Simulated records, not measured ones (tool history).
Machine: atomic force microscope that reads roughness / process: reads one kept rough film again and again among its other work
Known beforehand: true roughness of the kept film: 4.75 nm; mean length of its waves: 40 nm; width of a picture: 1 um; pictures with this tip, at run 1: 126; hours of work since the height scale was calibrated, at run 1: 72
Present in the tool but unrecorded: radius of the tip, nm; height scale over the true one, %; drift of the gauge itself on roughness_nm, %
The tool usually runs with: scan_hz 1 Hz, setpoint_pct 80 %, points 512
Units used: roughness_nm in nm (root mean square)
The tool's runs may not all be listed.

run	hour	scan_hz	setpoint_pct	points	pictures with this tip	hours of work since the height scale was calibrated	roughness_nm
1	0	1	80	512	126	72	3.504
# hour 14.3: new tip fitted
2	50.6	1	80	512	56	103	3.814
# hour 106.9: new tip fitted
3	112.8	3.03	80	512	9	141	3.637
4	143.4	3.03	80	512	57	159	3.396
5	186.5	3.03	80	920	124	186	3.13
# hour 199.3: new tip fitted
6	241.9	1	80	512	67	219	3.733
# hour 294.2: new tip fitted
7	303	1	80	512	14	256	4.047
8	364.1	1	56	512	110	294	3.716
# hour 385.6: new tip fitted
9	392.6	1.37	80	512	11	311	3.974
10	451.9	1	80	712	104	347	3.514
# hour 477.6: new tip fitted
11	484.5	1	80	475	11	367	4.043
12	536.7	1	80	512	93	399	3.619
13	566.1	1	80	512	139	416	3.439
# hour 571.4: new tip fitted
14	621.8	1	80	512	79	450	3.651
# hour 664: new tip fitted
15	679.7	1.98	80	512	25	485	3.735
16	737	1.98	80	512	115	520	3.338
# hour 758.5: new tip fitted
17	764.6	1.98	80	512	9	537	3.831
18	819.2	1	80	512	94	570	3.549
# hour 852.4: new tip fitted
19	880.7	1	59	512	44	608	4
20	909	1	59	512	88	625	3.781
# hour 946.2: new tip fitted
21	969.1	1	59	512	35	661	4.084
22	1017.9	1	59	512	112	691	3.699
# hour 1024.4: height scale calibrated on a step standard
# hour 1040: new tip fitted
23	1050	1	59	512	16	15	4.135
24	1093.7	1	59	512	84	42	3.847
25	1123.4	1	80	512	130	60	3.47
# hour 1131.4: new tip fitted
26	1152.8	1	80	512	34	78	3.926
27	1183.7	2.96	80	449	82	97	3.257
# hour 1224.5: new tip fitted
28	1227.9	1	58	461	5	124	4.263
29	1275.8	2.02	58	824	80	153	3.748
30	1310.2	2.02	58	824	134	174	3.534
# hour 1317.5: new tip fitted
31	1369.1	1.71	55	313	80	210	3.777
# hour 1378.6: height scale calibrated on a step standard, once more
# hour 1409.8: new tip fitted
32	1430.4	1.71	55	313	32	31	4.018
33	1480	1	65	512	110	62	3.622
# hour 1502.2: new tip fitted
34	1510.9	0.6	59	876	13	80	4.237
35	1555	2.21	59	876	82	107	3.762
# hour 1594.9: new tip fitted
36	1598.9	2.21	59	876	6	134	4.141
37	1630.1	2.21	59	876	55	153	3.88
38	1679.5	2.21	59	876	132	183	3.513
# hour 1688.1: new tip fitted
39	1705.1	2.21	59	876	26	198	4.075
40	1754.3	0.88	59	876	103	229	3.727
# hour 1784.5: new tip fitted
41	1788.2	0.88	59	876	5	249	4.307
42	1849.2	0.88	59	876	101	286	3.767
# hour 1879.8: new tip fitted
43	1897.4	0.88	59	876	28	315	4.145
44	1927.4	0.88	59	876	74	334	3.877
# hour 1974.1: new tip fitted
45	1985.3	1.39	59	512	17	369	4.139
46	2033.4	3.93	67	615	92	398	3.449
# hour 2067.5: new tip fitted
47	2089.9	3.93	67	615	35	433	3.709

Run 48 comes next. What will it give?
48	2122.3	3.93	67	615	86	452	?

For run 48 the tool returned roughness_nm 3.456 nm (root mean square).
With the hidden condition absent and the run-to-run variation left alone, this run would have shown roughness_nm 3.927 nm (root mean square).

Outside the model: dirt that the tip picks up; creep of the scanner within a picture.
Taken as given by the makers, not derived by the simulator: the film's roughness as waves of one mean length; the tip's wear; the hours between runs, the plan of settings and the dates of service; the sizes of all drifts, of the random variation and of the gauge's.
